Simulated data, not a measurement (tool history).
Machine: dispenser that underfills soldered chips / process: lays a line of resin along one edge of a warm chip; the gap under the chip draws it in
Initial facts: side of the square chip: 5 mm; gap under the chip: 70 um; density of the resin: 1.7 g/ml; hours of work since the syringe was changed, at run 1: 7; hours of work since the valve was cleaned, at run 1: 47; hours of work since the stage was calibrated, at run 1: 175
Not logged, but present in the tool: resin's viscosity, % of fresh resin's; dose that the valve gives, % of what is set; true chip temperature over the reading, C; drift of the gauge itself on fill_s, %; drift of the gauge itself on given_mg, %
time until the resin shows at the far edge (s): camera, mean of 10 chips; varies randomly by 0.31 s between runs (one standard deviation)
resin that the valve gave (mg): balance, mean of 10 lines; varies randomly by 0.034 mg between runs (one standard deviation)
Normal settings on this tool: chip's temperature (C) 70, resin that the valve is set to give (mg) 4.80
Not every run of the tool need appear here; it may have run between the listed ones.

run,hour,chip's temperature (C),resin that the valve is set to give (mg),hours of work since the syringe was changed,hours of work since the valve was cleaned,hours of work since the stage was calibrated,time until the resin shows at the far edge (s),resin that the valve gave (mg)
1,0.0,70,4.80,7,47,175,10.4,4.58
# hour 3.4: new syringe of resin
2,7.4,76,4.80,3,51,180,8.2,4.63
3,12.1,76,4.80,6,54,183,8.7,4.60
4,17.3,76,4.80,9,58,186,10.1,4.53
# hour 18.3: new syringe of resin
5,24.4,76,4.80,4,62,191,8.8,4.54
6,31.2,76,4.80,8,66,195,9.5,4.43
# hour 33.2: new syringe of resin
7,37.5,70,4.80,3,70,199,9.4,4.44
8,41.7,70,4.51,5,73,202,10.7,4.16
9,47.4,70,4.51,9,76,205,11.8,4.17
# hour 48.0: new syringe of resin
10,51.3,70,4.51,2,79,208,9.7,4.12
11,58.8,70,4.80,7,84,212,10.9,4.44
# hour 63.4: new syringe of resin
12,65.8,70,4.80,2,88,217,8.9,4.42
13,69.3,80,5.01,4,90,219,7.3,4.58
14,75.5,80,5.01,8,94,223,8.1,4.56
# hour 78.6: new syringe of resin
15,82.2,80,5.45,2,98,227,7.0,4.84
16,89.7,70,4.43,7,103,232,11.8,3.99
# hour 93.4: new syringe of resin
17,94.2,69,5.82,1,106,235,9.3,5.25
18,99.8,69,5.82,4,109,238,10.6,5.19
19,105.9,62,4.14,8,113,242,14.8,3.65
# hour 108.5: new syringe of resin
20,110.7,62,4.14,1,116,245,12.7,3.63
21,116.2,69,6.13,5,120,248,11.2,5.43
22,121.9,69,6.13,9,123,252,11.9,5.38
# hour 123.1: new syringe of resin
23,126.9,74,5.15,2,126,255,8.1,4.56
24,132.2,74,5.15,6,130,259,9.6,4.52

Measured less the same run without the tool's hidden state. The same run-to-run variation is in both; the gauge's scatter may not be:
run,time until the resin shows at the far edge (s),resin that the valve gave (mg)
1,+2.8,-0.22
2,+1.0,-0.24
3,+2.0,-0.26
4,+3.1,-0.27
5,+1.5,-0.29
6,+3.0,-0.31
7,+1.4,-0.33
8,+2.5,-0.32
9,+3.9,-0.34
10,+1.3,-0.35
11,+3.0,-0.40
12,+1.0,-0.41
13,+1.3,-0.44
14,+2.5,-0.47
15,+1.0,-0.53
16,+3.3,-0.45
17,+0.6,-0.60
18,+1.9,-0.62
19,+4.9,-0.45
20,+1.7,-0.47
21,+2.4,-0.72
22,+3.8,-0.74
23,+1.0,-0.63
24,+2.1,-0.64
